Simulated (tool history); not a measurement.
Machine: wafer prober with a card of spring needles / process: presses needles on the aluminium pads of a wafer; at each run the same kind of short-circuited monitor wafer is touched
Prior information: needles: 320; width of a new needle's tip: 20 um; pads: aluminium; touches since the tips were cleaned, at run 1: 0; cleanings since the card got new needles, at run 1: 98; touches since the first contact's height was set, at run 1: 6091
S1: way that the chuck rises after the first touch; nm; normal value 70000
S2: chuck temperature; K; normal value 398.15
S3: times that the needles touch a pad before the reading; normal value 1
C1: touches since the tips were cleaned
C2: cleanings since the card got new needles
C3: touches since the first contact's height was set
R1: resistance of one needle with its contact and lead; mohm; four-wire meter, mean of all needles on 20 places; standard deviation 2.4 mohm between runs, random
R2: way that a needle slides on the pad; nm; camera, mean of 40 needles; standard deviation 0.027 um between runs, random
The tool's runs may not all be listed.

run    hour     S1      S2  S3    C1   C2     C3   R1     R2
  1     0.0  70000  398.15   1     0   98   6091  276  14620
       14.7  -- tips cleaned on abrasive film
       33.2  -- tips cleaned on abrasive film
       47.9  -- tips cleaned on abrasive film
       66.3  -- tips cleaned on abrasive film
  2    68.2  70000  398.15   2   653  102  29345  279  14520
       82.7  -- tips cleaned on abrasive film
      101.1  -- tips cleaned on abrasive film
      119.2  -- tips cleaned on abrasive film
  3   130.3  70000  398.15   1  3815  105  50520  330  14460
      136.6  -- tips cleaned on abrasive film
      154.9  -- tips cleaned on abrasive film
      172.6  -- tips cleaned on abrasive film
  4   183.6  53000  398.15   1  3742  108  68680  378  10830
      191.0  -- tips cleaned on abrasive film
      209.2  -- tips cleaned on abrasive film
      227.6  -- tips cleaned on abrasive film
  5   238.8  70000  398.15   1  3818  111  87502  346  14290
      242.5  -- tips cleaned on abrasive film
      257.3  -- tips cleaned on abrasive film
      271.6  -- height of the first contact set anew
      275.4  -- tips cleaned on abrasive film
  6   285.4  51000  398.15   1  3423  114   4678  388  10120
      292.8  -- tips cleaned on abrasive film
      310.6  -- tips cleaned on abrasive film
  7   323.8  51000  398.15   1  4496  116  17767  421  10050
      327.1  -- tips cleaned on abrasive film
      344.4  -- tips cleaned on abrasive film
      362.3  -- tips cleaned on abrasive film
      379.8  -- tips cleaned on abrasive film
  8   382.3  70000  398.15   2   857  120  37709  291  14020
      397.1  -- tips cleaned on abrasive film
      413.7  -- tips cleaned on abrasive film
      428.5  -- tips cleaned on abrasive film
      446.8  -- tips cleaned on abrasive film
  9   453.5  70000  398.15   3  2302  124  61964  292  13810
      464.6  -- tips cleaned on abrasive film
      482.5  -- tips cleaned on abrasive film
      500.3  -- tips cleaned on abrasive film
 10   510.7  70000  398.15   3  3576  127  81497  297  13750
      517.2  -- tips cleaned on abrasive film
      535.5  -- tips cleaned on abrasive film
 11   548.4  70000  332.15   3  4441  129  94351  281  13750
      551.7  -- tips cleaned on abrasive film
      563.0  -- height of the first contact set anew
      570.4  -- tips cleaned on abrasive film
 12   579.7  70000  398.15   2  3187  131   5699  309  14600
      587.2  -- tips cleaned on abrasive film
      605.0  -- tips cleaned on abrasive film
      620.0  -- tips cleaned on abrasive film
 13   620.0  70000  324.15   1     0  134  19383  258  14510
      638.4  -- tips cleaned on abrasive film
      653.1  -- tips cleaned on abrasive film
      671.5  -- tips cleaned on abrasive film
      675.5  -- height of the first contact set anew, once more
 14   683.1  70000  324.15   1  3868  137   2612  329  14660
      686.9  -- tips cleaned on abrasive film
      705.1  -- tips cleaned on abrasive film
      723.5  -- tips cleaned on abrasive film
      740.8  -- tips cleaned on abrasive film
 15   747.8  66000  354.15   1  2386  141  24637  316  13710
      758.7  -- tips cleaned on abrasive film
      776.6  -- tips cleaned on abrasive film
      795.0  -- tips cleaned on abrasive film
 16   803.4  73000  298.15   2  2886  144  43610  280  15140
      810.8  -- tips cleaned on abrasive film
      828.6  -- tips cleaned on abrasive film
 17   843.2  68000  326.15   3  5002  146  57187  287  14020
      847.0  -- tips cleaned on abrasive film
      865.3  -- tips cleaned on abrasive film
      883.5  -- tips cleaned on abrasive film
      899.9  -- tips cleaned on abrasive film
 18   899.9  82000  304.15   2     0  150  76492  248  16860
      918.3  -- tips cleaned on abrasive film
      936.7  -- tips cleaned on abrasive film
      952.0  -- tips cleaned on abrasive film
 19   952.0  55000  304.15   2     0  153  94255  259  11150
      966.8  -- tips cleaned on abrasive film
      967.1  -- height of the first contact set anew
      984.8  -- tips cleaned on abrasive film
 20   987.4  55000  304.15   2   880  155   6942  279  11500
     1001.6  -- tips cleaned on abrasive film
     1019.3  -- tips cleaned on abrasive film
 21  1023.0  55000  335.15   2  1250  157  19063  298  11410
     1037.4  -- tips cleaned on abrasive film
     1055.5  -- tips cleaned on abrasive film
     1073.3  -- tips cleaned on abrasive film
 22  1083.4  70000  323.15   1  3433  160  39664  324  14480
     1090.8  -- tips cleaned on abrasive film
     1109.2  -- tips cleaned on abrasive film
 23  1116.6  70000  323.15   1  2537  162  50990  313  14420
     1127.6  -- tips cleaned on abrasive film
     1145.5  -- tips cleaned on abrasive film
 24  1149.5  70000  301.15   2  1376  164  62198  279  14390
     1163.7  -- tips cleaned on abrasive film
     1181.6  -- tips cleaned on abrasive film
     1200.0  -- tips cleaned on abrasive film
 25  1214.4  70000  310.15   3  4939  167  84340  284  14380
     1218.0  -- tips cleaned on abrasive film
     1236.4  -- tips cleaned on abrasive film
     1253.7  -- tips cleaned on abrasive film
 26  1253.7  82000  306.15   3     0  170  97733  241  16720
     1257.7  -- height of the first contact set anew
     1271.9  -- tips cleaned on abrasive film
     1290.0  -- tips cleaned on abrasive film
     1308.5  -- tips cleaned on abrasive film
 27  1308.9  63000  381.15   3   162  173  17460  278  13130

What if the next run were any one of these 3? Each begins from the tool's condition after run 27:
     1323.3  -- tips cleaned on abrasive film
     1340.8  -- tips cleaned on abrasive film
     1358.0  -- tips cleaned on abrasive film
  A  1366.7  64000  332.15   1  2997  176  37182   ?   ?
     1323.3  -- tips cleaned on abrasive film
     1340.8  -- tips cleaned on abrasive film
     1358.0  -- tips cleaned on abrasive film
  B  1366.7  63000  333.15   3  2997  176  37182   ?   ?
     1323.3  -- tips cleaned on abrasive film
     1340.8  -- tips cleaned on abrasive film
     1358.0  -- tips cleaned on abrasive film
  C  1366.7  89000  381.15   3  2997  176  37182   ?   ?

run   R1     R2
  A  334  13260
  B  289  13070
  C  278  18500
What these runs would have given with no unlogged condition in the tool:
run   R1     R2
  A  251  13400
  B  255  13200
  C  260  18640

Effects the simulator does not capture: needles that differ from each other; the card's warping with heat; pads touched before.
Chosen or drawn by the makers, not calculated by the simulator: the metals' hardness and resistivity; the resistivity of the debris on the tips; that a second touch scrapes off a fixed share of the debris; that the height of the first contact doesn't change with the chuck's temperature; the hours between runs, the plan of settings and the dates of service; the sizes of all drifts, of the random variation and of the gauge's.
